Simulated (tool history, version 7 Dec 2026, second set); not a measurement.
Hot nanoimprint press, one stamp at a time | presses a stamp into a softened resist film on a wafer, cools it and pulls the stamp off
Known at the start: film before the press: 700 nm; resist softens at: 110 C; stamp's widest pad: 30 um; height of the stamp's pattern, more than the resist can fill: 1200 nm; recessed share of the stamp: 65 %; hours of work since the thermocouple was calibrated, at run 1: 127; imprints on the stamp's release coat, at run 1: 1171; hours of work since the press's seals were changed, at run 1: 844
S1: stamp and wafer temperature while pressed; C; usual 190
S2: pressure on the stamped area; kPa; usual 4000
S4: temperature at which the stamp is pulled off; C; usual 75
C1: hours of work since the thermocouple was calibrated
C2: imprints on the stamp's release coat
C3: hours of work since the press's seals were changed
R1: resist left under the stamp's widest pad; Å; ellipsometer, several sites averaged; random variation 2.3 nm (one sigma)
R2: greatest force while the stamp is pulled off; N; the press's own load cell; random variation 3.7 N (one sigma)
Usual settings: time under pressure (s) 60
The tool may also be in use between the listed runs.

run 1 hour=0.0 | S1=190 S2=4000 time_under_pressure_(s)=60 S4=75 | C1=127 C2=1171 C3=844 | R1=3705 R2=241
run 2 hour=60.4 | S1=190 S2=4000 time_under_pressure_(s)=60 S4=75 | C1=151 C2=1283 C3=869 | R1=3662 R2=242
-- hour=109.2 stamp cleaned and given a new release coat
run 3 hour=142.2 | S1=190 S2=4000 time_under_pressure_(s)=60 S4=75 | C1=182 C2=61 C3=900 | R1=3716 R2=222
run 4 hour=212.1 | S1=190 S2=4000 time_under_pressure_(s)=60 S4=75 | C1=211 C2=190 C3=928 | R1=3686 R2=222
run 5 hour=290.6 | S1=190 S2=4000 time_under_pressure_(s)=60 S4=75 | C1=243 C2=334 C3=960 | R1=3631 R2=229
run 6 hour=332.0 | S1=190 S2=4000 time_under_pressure_(s)=60 S4=75 | C1=260 C2=411 C3=977 | R1=3618 R2=226
run 7 hour=378.6 | S1=190 S2=4000 time_under_pressure_(s)=60 S4=75 | C1=279 C2=497 C3=996 | R1=3656 R2=232
run 8 hour=429.3 | S1=190 S2=3670 time_under_pressure_(s)=60 S4=75 | C1=300 C2=590 C3=1017 | R1=3762 R2=236
-- hour=472.2 plate thermocouple calibrated
run 9 hour=472.2 | S1=190 S2=3670 time_under_pressure_(s)=60 S4=75 | C1=0 C2=664 C3=1033 | R1=3841 R2=235
run 10 hour=521.6 | S1=190 S2=3670 time_under_pressure_(s)=60 S4=75 | C1=20 C2=755 C3=1054 | R1=3876 R2=234
run 11 hour=567.2 | S1=190 S2=3670 time_under_pressure_(s)=60 S4=75 | C1=39 C2=839 C3=1072 | R1=3905 R2=243
run 12 hour=642.8 | S1=190 S2=3670 time_under_pressure_(s)=60 S4=75 | C1=70 C2=978 C3=1103 | R1=3809 R2=242
run 13 hour=702.0 | S1=190 S2=3670 time_under_pressure_(s)=60 S4=75 | C1=94 C2=1088 C3=1127 | R1=3792 R2=239
run 14 hour=782.6 | S1=190 S2=3670 time_under_pressure_(s)=60 S4=75 | C1=127 C2=1236 C3=1160 | R1=3845 R2=241
-- hour=856.4 stamp cleaned and given a new release coat
run 15 hour=862.2 | S1=190 S2=3670 time_under_pressure_(s)=60 S4=75 | C1=157 C2=11 C3=1190 | R1=3794 R2=221
run 16 hour=901.3 | S1=190 S2=2520 time_under_pressure_(s)=69 S4=75 | C1=173 C2=83 C3=1206 | R1=4045 R2=223
run 17 hour=956.1 | S1=190 S2=2520 time_under_pressure_(s)=69 S4=73 | C1=195 C2=184 C3=1229 | R1=4108 R2=233
run 18 hour=1034.8 | S1=190 S2=2480 time_under_pressure_(s)=60 S4=68 | C1=227 C2=329 C3=1261 | R1=4293 R2=256
-- hour=1062.2 press's hydraulic seals changed and the load cell set to zero
run 19 hour=1089.9 | S1=190 S2=2480 time_under_pressure_(s)=60 S4=68 | C1=247 C2=416 C3=11 | R1=4253 R2=256
run 20 hour=1127.9 | S1=190 S2=2480 time_under_pressure_(s)=60 S4=68 | C1=262 C2=486 C3=27 | R1=4217 R2=252

The next listed run, before its measurement:
run 21 hour=1201.4 | S1=190 S2=4000 time_under_pressure_(s)=60 S4=82 | C1=292 C2=622 C3=57 | R1=? R2=?

{"run 21": {"R1": 3518, "R2": 203}}
Without the tool's hidden state the same run would have given R1 3680 Å, R2 198 N.
